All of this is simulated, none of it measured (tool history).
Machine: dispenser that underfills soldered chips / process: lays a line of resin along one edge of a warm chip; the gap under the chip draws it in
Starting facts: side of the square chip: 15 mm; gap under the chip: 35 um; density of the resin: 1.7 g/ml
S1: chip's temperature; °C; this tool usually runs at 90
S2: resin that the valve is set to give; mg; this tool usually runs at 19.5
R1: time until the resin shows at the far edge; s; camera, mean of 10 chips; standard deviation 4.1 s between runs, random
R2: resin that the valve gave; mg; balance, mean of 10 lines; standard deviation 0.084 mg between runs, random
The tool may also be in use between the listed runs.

run 1 hour=0 | S1=90 S2=19.5 | R1=553.3 R2=17.96
run 2 hour=4.1 | S1=96 S2=19.5 | R1=529.1 R2=17.68
-- hour=4.8 new syringe of resin
run 3 hour=7.2 | S1=96 S2=18.7 | R1=362.8 R2=17.21
run 4 hour=11.4 | S1=96 S2=18.7 | R1=461.8 R2=16.93
-- hour=14.3 new syringe of resin
run 5 hour=15.4 | S1=96 S2=18.7 | R1=330.2 R2=16.94
run 6 hour=17.3 | S1=91 S2=18.7 | R1=466 R2=16.94
-- hour=21.2 dispensing valve cleaned and set on the balance
run 7 hour=22.2 | S1=91 S2=18.7 | R1=577.6 R2=18.74
-- hour=24.8 new syringe of resin
run 8 hour=26.2 | S1=91 S2=18.7 | R1=420.1 R2=18.67
run 9 hour=28.7 | S1=91 S2=18.7 | R1=481.3 R2=18.57
run 10 hour=32.6 | S1=90 S2=17.1 | R1=656.2 R2=17.02
-- hour=34.1 new syringe of resin
run 11 hour=35.8 | S1=90 S2=17.1 | R1=458 R2=16.94
run 12 hour=39 | S1=90 S2=17.1 | R1=556.1 R2=16.93
run 13 hour=42.2 | S1=101 S2=19.5 | R1=383.7 R2=19.16
-- hour=43.4 new syringe of resin
run 14 hour=44.3 | S1=88 S2=21.3 | R1=461.3 R2=20.96
run 15 hour=48.1 | S1=79 S2=19.5 | R1=903.2 R2=19.16
run 16 hour=51.7 | S1=87 S2=21.2 | R1=747.6 R2=20.86
-- hour=53 new syringe of resin
run 17 hour=54 | S1=98 S2=21.2 | R1=291.1 R2=20.77
run 18 hour=57.8 | S1=98 S2=19.9 | R1=358.4 R2=19.4
run 19 hour=61.7 | S1=78 S2=18.1 | R1=1212.6 R2=17.66
-- hour=62.4 new syringe of resin
run 20 hour=66.3 | S1=102 S2=24.7 | R1=278.7 R2=24.04

Each row is a separate what-if for the run after 20, all from the same tool condition, not one after another. Results?
run A hour=69.2 | S1=90 S2=18.5 | R1=? R2=?
run B hour=69.2 | S1=76 S2=24.7 | R1=? R2=?
run C hour=69.2 | S1=91 S2=21.7 | R1=? R2=?
run D hour=69.2 | S1=96 S2=24.7 | R1=? R2=?
run E hour=69.2 | S1=93 S2=19.5 | R1=? R2=?

run=A R1=615.4 R2=17.87
run=B R1=1221.6 R2=23.98
run=C R1=577.2 R2=20.99
run=D R1=443.3 R2=23.99
run=E R1=523 R2=19.03
With the hidden condition removed and each run's random variation left untouched, the same runs would have given:
run=A R1=414.4 R2=18.39
run=B R1=828.8 R2=24.67
run=C R1=390.1 R2=21.6
run=D R1=300.1 R2=24.68
run=E R1=352.7 R2=19.57

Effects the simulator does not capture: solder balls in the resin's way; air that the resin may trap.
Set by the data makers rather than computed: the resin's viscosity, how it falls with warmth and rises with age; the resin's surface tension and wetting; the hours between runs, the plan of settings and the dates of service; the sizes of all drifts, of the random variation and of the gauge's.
